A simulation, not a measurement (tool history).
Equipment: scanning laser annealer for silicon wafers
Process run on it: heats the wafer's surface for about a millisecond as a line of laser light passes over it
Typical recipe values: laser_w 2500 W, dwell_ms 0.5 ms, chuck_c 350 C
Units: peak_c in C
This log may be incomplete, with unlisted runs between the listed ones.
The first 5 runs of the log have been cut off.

run	hour	laser_w	dwell_ms	chuck_c	hours of work since the window was cleaned	hours of work since the power meter was calibrated	hours of work since the optics were aligned	peak_c
6	141.4	2500	0.5	350	483	643	1462	1183
# hour 159.9: window over the wafer cleaned
7	160.2	2500	0.5	350	0	654	1474	1184
8	193.9	2500	0.5	350	23	677	1496	1182
9	217.5	2500	0.5	350	39	692	1512	1179
10	241.4	2500	0.5	350	55	709	1528	1183
11	257	2500	0.5	350	65	719	1539	1184
# hour 263.6: optics aligned, line set to its width
12	292.4	2500	0.5	350	86	740	19	1183
13	323.9	2500	0.5	350	107	761	41	1183
14	354.8	2500	0.5	350	128	782	61	1186
15	381.3	2500	0.5	350	146	799	79	1184
16	410.2	2500	0.376	350	165	819	99	1057
17	426.1	2500	0.376	350	176	830	109	1054
18	453.8	2500	0.578	337	195	848	128	1243
19	477.7	2500	0.5	388	211	864	144	1221
20	494.3	2258	0.5	352	222	876	155	1081
21	526.7	2479	0.579	359	244	897	177	1255
22	555.6	2306	0.5	350	263	917	197	1096
23	579	2306	0.5	350	279	933	212	1099
24	609.9	2306	0.5	350	300	953	233	1098
25	642.7	2500	0.571	350	322	976	255	1248
26	673.8	2417	0.561	340	343	997	276	1191
27	702	2371	0.5	350	362	1016	295	1124
28	723.8	2236	0.511	314	376	1030	310	1038
29	755.8	2500	0.525	388	398	1052	332	1242

Forecast run 30:
30	781.2	2500	0.525	388	415	1069	349	?

Logged for run 30: peak_c 1243 C.
Were there no unlogged condition in the tool, this run, its random variation unchanged, would have produced peak_c 1244 C.
